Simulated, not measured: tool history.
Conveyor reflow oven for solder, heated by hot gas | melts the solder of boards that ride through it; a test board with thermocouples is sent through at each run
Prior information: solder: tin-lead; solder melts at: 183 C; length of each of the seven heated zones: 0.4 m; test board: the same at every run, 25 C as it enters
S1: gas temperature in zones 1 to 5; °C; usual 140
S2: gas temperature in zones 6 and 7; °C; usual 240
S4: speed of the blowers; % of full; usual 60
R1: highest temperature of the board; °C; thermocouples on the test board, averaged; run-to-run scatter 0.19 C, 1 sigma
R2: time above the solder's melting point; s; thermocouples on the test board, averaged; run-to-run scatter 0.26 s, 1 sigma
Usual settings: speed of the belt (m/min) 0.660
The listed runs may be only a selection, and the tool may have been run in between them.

{"run": 1, "hour": 0.0, "S1": 140, "S2": 240, "speed of the belt (m/min)": 0.66, "S4": 60, "R1": 214.3, "R2": 51.1}
{"run": 2, "hour": 16.2, "S1": 140, "S2": 240, "speed of the belt (m/min)": 0.66, "S4": 60, "R1": 213.9, "R2": 51.1}
{"run": 3, "hour": 26.1, "S1": 140, "S2": 240, "speed of the belt (m/min)": 0.66, "S4": 60, "R1": 214.0, "R2": 50.6}
{"run": 4, "hour": 44.8, "S1": 155, "S2": 240, "speed of the belt (m/min)": 0.66, "S4": 60, "R1": 217.5, "R2": 60.0}
{"run": 5, "hour": 52.7, "S1": 155, "S2": 240, "speed of the belt (m/min)": 0.66, "S4": 60, "R1": 218.1, "R2": 59.3}
{"run": 6, "hour": 71.0, "S1": 140, "S2": 240, "speed of the belt (m/min)": 0.66, "S4": 60, "R1": 213.9, "R2": 50.5}
{"run": 7, "hour": 80.6, "S1": 140, "S2": 240, "speed of the belt (m/min)": 0.66, "S4": 60, "R1": 214.0, "R2": 50.4}
{"run": 8, "hour": 94.9, "S1": 140, "S2": 240, "speed of the belt (m/min)": 0.66, "S4": 79, "R1": 221.9, "R2": 58.5}
{"run": 9, "hour": 108.9, "S1": 132, "S2": 240, "speed of the belt (m/min)": 0.66, "S4": 60, "R1": 212.2, "R2": 46.3}
{"run": 10, "hour": 119.2, "S1": 132, "S2": 243, "speed of the belt (m/min)": 0.66, "S4": 60, "R1": 214.2, "R2": 48.2}
{"run": 11, "hour": 137.4, "S1": 132, "S2": 254, "speed of the belt (m/min)": 0.66, "S4": 60, "R1": 222.9, "R2": 55.0}
{"run": 12, "hour": 150.6, "S1": 153, "S2": 240, "speed of the belt (m/min)": 0.66, "S4": 60, "R1": 217.3, "R2": 58.3}
{"run": 13, "hour": 169.2, "S1": 153, "S2": 240, "speed of the belt (m/min)": 0.756, "S4": 60, "R1": 211.6, "R2": 46.2}
{"run": 14, "hour": 189.2, "S1": 140, "S2": 240, "speed of the belt (m/min)": 0.66, "S4": 60, "R1": 213.7, "R2": 50.9}
{"run": 15, "hour": 198.8, "S1": 140, "S2": 240, "speed of the belt (m/min)": 0.66, "S4": 60, "R1": 213.7, "R2": 50.2}
{"run": 16, "hour": 209.9, "S1": 140, "S2": 240, "speed of the belt (m/min)": 0.66, "S4": 60, "R1": 213.5, "R2": 50.7}
{"run": 17, "hour": 219.4, "S1": 142, "S2": 242, "speed of the belt (m/min)": 0.753, "S4": 52, "R1": 204.8, "R2": 35.3}
{"run": 18, "hour": 236.4, "S1": 133, "S2": 240, "speed of the belt (m/min)": 0.66, "S4": 54, "R1": 208.3, "R2": 42.5}
{"run": 19, "hour": 250.5, "S1": 151, "S2": 238, "speed of the belt (m/min)": 0.653, "S4": 54, "R1": 212.2, "R2": 54.2}
{"run": 20, "hour": 262.8, "S1": 142, "S2": 240, "speed of the belt (m/min)": 0.66, "S4": 59, "R1": 213.6, "R2": 51.1}
{"run": 21, "hour": 274.7, "S1": 142, "S2": 240, "speed of the belt (m/min)": 0.66, "S4": 59, "R1": 213.8, "R2": 50.9}
{"run": 22, "hour": 290.9, "S1": 140, "S2": 240, "speed of the belt (m/min)": 0.66, "S4": 84, "R1": 223.2, "R2": 58.7}
{"run": 23, "hour": 303.6, "S1": 140, "S2": 240, "speed of the belt (m/min)": 0.59, "S4": 60, "R1": 218.0, "R2": 61.7}
{"run": 24, "hour": 312.8, "S1": 140, "S2": 240, "speed of the belt (m/min)": 0.59, "S4": 60, "R1": 218.0, "R2": 61.5}
{"run": 25, "hour": 325.3, "S1": 140, "S2": 254, "speed of the belt (m/min)": 0.568, "S4": 60, "R1": 231.2, "R2": 73.7}
{"run": 26, "hour": 336.6, "S1": 140, "S2": 244, "speed of the belt (m/min)": 0.778, "S4": 71, "R1": 214.9, "R2": 43.0}
{"run": 27, "hour": 345.2, "S1": 140, "S2": 244, "speed of the belt (m/min)": 0.778, "S4": 71, "R1": 214.7, "R2": 43.5}
{"run": 28, "hour": 355.7, "S1": 151, "S2": 240, "speed of the belt (m/min)": 0.761, "S4": 86, "R1": 221.2, "R2": 52.9}
{"run": 29, "hour": 373.6, "S1": 140, "S2": 228, "speed of the belt (m/min)": 0.66, "S4": 64, "R1": 206.2, "R2": 43.5}
{"run": 30, "hour": 387.8, "S1": 140, "S2": 228, "speed of the belt (m/min)": 0.66, "S4": 64, "R1": 206.3, "R2": 43.4}
{"run": 31, "hour": 396.7, "S1": 140, "S2": 228, "speed of the belt (m/min)": 0.66, "S4": 64, "R1": 206.3, "R2": 43.6}

Not shown here: 2 entries made in the log between runs. Locate each between two listed runs and compare the hidden state at the listed run before it with the hidden state at the listed run after it:
Between runs 13 and 14: belt drive overhauled, speed set with a stopwatch (hour 174.8)
  heat that the gas passes to the board, % of a clean oven's: 98 -> 97.8; belt's true speed, % of the reading: 99.78 -> 99.61; true gas temperature in zones 6 and 7 over the reading, C: 1.27 -> 1.31
  measured value less the no-hidden-state value, R1: +0.4 -> +0.5 °C; R2: +0.4 -> +0.6 s
Between runs 19 and 20: belt drive overhauled, speed set with a stopwatch, once more (hour 257.5)
  heat that the gas passes to the board, % of a clean oven's: 97.2 -> 97.1; belt's true speed, % of the reading: 99.55 -> 99.87; true gas temperature in zones 6 and 7 over the reading, C: 1.45 -> 1.47
  measured value less the no-hidden-state value, R1: +0.6 -> +0.3 °C; R2: +0.7 -> +0.2 s

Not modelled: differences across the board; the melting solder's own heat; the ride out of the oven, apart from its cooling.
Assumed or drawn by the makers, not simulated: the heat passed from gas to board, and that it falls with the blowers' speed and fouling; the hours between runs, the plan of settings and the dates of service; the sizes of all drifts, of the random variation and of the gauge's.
